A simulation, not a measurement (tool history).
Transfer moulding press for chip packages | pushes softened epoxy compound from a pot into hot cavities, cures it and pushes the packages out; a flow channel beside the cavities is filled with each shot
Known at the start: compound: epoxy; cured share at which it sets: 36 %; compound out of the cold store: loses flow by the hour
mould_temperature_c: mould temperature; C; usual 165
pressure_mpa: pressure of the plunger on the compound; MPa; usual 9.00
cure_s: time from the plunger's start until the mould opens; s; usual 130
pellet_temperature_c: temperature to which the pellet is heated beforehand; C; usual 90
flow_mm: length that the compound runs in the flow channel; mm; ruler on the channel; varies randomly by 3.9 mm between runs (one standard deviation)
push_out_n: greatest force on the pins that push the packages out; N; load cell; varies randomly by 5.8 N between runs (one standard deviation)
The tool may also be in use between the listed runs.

| run | hour | mould_temperature_c | pressure_mpa | cure_s | pellet_temperature_c | incoming compound's hours out of the cold store | flow_mm | push_out_n |
|---|---|---|---|---|---|---|---|---|
| 1 | 0.0 | 165 | 9.00 | 130 | 90 | 36.0 | 712 | 297 |
|  | 36.7 | cavities cleaned with cleaning compound and waxed |
| 2 | 36.7 | 165 | 9.00 | 130 | 90 | 35.3 | 716 | 224 |
| 3 | 59.9 | 165 | 9.00 | 130 | 90 | 39.8 | 690 | 253 |
| 4 | 98.7 | 165 | 9.00 | 130 | 90 | 14.8 | 801 | 320 |
|  | 115.6 | cavities cleaned with cleaning compound and waxed |
| 5 | 147.9 | 165 | 9.00 | 119 | 90 | 41.1 | 692 | 284 |
|  | 195.3 | cavities cleaned with cleaning compound and waxed |
| 6 | 198.2 | 157 | 9.00 | 130 | 90 | 36.1 | 742 | 362 |
| 7 | 220.1 | 165 | 10.49 | 130 | 90 | 33.2 | 776 | 253 |
| 8 | 257.1 | 160 | 9.91 | 124 | 90 | 11.9 | 874 | 494 |
|  | 276.5 | cavities cleaned with cleaning compound and waxed |
| 9 | 301.0 | 160 | 9.91 | 124 | 90 | 27.4 | 795 | 377 |
| 10 | 338.1 | 160 | 9.91 | 124 | 90 | 38.6 | 736 | 444 |
|  | 358.8 | cavities cleaned with cleaning compound and waxed |
| 11 | 365.7 | 160 | 9.91 | 122 | 96 | 36.2 | 747 | 333 |
| 12 | 391.1 | 165 | 9.00 | 130 | 86 | 26.0 | 731 | 280 |
| 13 | 434.7 | 170 | 7.07 | 140 | 93 | 42.3 | 574 | 272 |
|  | 438.5 | cavities cleaned with cleaning compound and waxed |
| 14 | 487.8 | 163 | 9.00 | 130 | 90 | 26.9 | 740 | 329 |

Same runs, no hidden state in the tool, same run-to-run variation:
Hidden state present: true mould temperature over the reading, C; pressure that reaches the compound, % of what is set; grip of the stained cavities, % over clean ones'; drift of the gauge itself on flow_mm, %; drift of the gauge itself on push_out_n, %.
| run | flow_mm | push_out_n |
|---|---|---|
| 1 | 716 | 222 |
| 2 | 721 | 218 |
| 3 | 697 | 209 |
| 4 | 812 | 226 |
| 5 | 704 | 229 |
| 6 | 758 | 361 |
| 7 | 794 | 210 |
| 8 | 898 | 359 |
| 9 | 820 | 322 |
| 10 | 762 | 321 |
| 11 | 774 | 321 |
| 12 | 760 | 222 |
| 13 | 599 | 181 |
| 14 | 775 | 249 |

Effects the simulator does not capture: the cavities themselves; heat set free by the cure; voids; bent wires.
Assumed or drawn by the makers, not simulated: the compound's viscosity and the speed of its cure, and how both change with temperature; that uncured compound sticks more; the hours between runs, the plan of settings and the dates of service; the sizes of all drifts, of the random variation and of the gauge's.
